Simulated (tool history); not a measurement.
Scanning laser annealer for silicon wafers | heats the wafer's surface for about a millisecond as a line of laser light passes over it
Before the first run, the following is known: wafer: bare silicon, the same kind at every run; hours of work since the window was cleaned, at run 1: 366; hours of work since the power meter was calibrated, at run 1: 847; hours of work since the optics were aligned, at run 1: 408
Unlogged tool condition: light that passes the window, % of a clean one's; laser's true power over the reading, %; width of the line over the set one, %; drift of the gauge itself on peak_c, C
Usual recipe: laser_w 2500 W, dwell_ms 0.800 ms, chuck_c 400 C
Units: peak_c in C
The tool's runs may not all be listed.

run    hour  laser_w  dwell_ms  chuck_c  hours of work since the window was cleaned  hours of work since the power meter was calibrated  hours of work since the optics were aligned  peak_c
  1     0.0     2500     0.800      400                                         366                                                 847                                          408    1117
       20.0  -- window over the wafer cleaned
  2    30.1     2500     0.800      400                                           6                                                 864                                          425    1113
  3    51.9     2500     0.800      400                                          19                                                 877                                          437    1108
  4    70.8     2500     0.800      400                                          30                                                 888                                          448    1109
  5    91.6     2500     0.800      400                                          42                                                 900                                          461    1105
  6   126.0     2500     0.800      400                                          62                                                 920                                          481    1105
  7   159.0     2500     0.800      400                                          81                                                 939                                          500    1103
  8   192.1     2500     0.800      400                                         100                                                 958                                          519    1104
  9   221.7     2500     0.800      400                                         118                                                 976                                          537    1098
      239.6  -- window over the wafer cleaned, once more
 10   247.3     2500     0.800      400                                           5                                                 989                                          550    1151
 11   279.1     2500     0.800      400                                          23                                                1008                                          569    1150
 12   304.6     2500     0.800      400                                          38                                                1023                                          584    1145
 13   323.5     2500     0.800      400                                          49                                                1034                                          595    1145
 14   350.8     2500     0.800      400                                          65                                                1050                                          611    1143
 15   376.8     2500     0.800      400                                          80                                                1065                                          626    1140
 16   403.9     2500     0.800      400                                          96                                                1081                                          642    1141
 17   436.4     2500     0.800      400                                         115                                                1100                                          661    1139
 18   471.9     2500     0.800      400                                         136                                                1121                                          681    1134
 19   507.8     2500     0.800      400                                         157                                                1141                                          702    1133
 20   533.5     2310     0.800      400                                         172                                                1156                                          717    1063
 21   562.0     2310     0.800      400                                         188                                                1173                                          734    1064
 22   588.0     2310     0.800      400                                         203                                                1188                                          749    1060
 23   626.6     2310     0.800      400                                         226                                                1211                                          772    1059
 24   654.8     2310     0.800      400                                         242                                                1227                                          788    1057
 25   691.9     2310     0.800      400                                         264                                                1249                                          810    1056
 26   712.7     2160     0.720      362                                         276                                                1261                                          822     939
 27   750.5     2160     0.720      362                                         298                                                1283                                          844     936
 28   784.8     2160     0.720      362                                         318                                                1303                                          864     933
 29   819.1     2160     0.720      362                                         338                                                1323                                          884     932
 30   851.6     2160     0.720      362                                         357                                                1342                                          903     933
      880.6  -- optics aligned, line set to its width
      889.0  -- window over the wafer cleaned
 31   890.5     2160     0.720      362                                           1                                                1361                                            5     975
 32   913.0     2160     0.720      362                                          14                                                1374                                           18     973
 33   942.0     2500     0.740      361                                          31                                                1391                                           35    1104
 34   959.8     2738     0.800      411                                          41                                                1401                                           45    1261
 35   996.8     2738     0.800      411                                          63                                                1423                                           67    1263
 36  1031.1     2738     0.800      411                                          83                                                1443                                           87    1260
 37  1052.0     2688     0.786      379                                          95                                                1455                                           99    1199
 38  1086.4     2688     0.786      379                                         115                                                1475                                          119    1195

For each run, the measured value with the value that run would have given without the tool's hidden condition subtracted. The run-to-run variation is shared by both, the gauge scatter possibly not:
run  peak_c
  1     -41
  2     -49
  3     -50
  4     -51
  5     -53
  6     -55
  7     -56
  8     -59
  9     -61
 10      -9
 11     -10
 12     -13
 13     -14
 14     -15
 15     -17
 16     -19
 17     -21
 18     -23
 19     -25
 20     -25
 21     -25
 22     -27
 23     -30
 24     -31
 25     -33
 26     -31
 27     -32
 28     -34
 29     -36
 30     -37
 31      +7
 32      +5
 33      +5
 34      +4
 35      +2
 36      -1
 37      -2
 38      -5

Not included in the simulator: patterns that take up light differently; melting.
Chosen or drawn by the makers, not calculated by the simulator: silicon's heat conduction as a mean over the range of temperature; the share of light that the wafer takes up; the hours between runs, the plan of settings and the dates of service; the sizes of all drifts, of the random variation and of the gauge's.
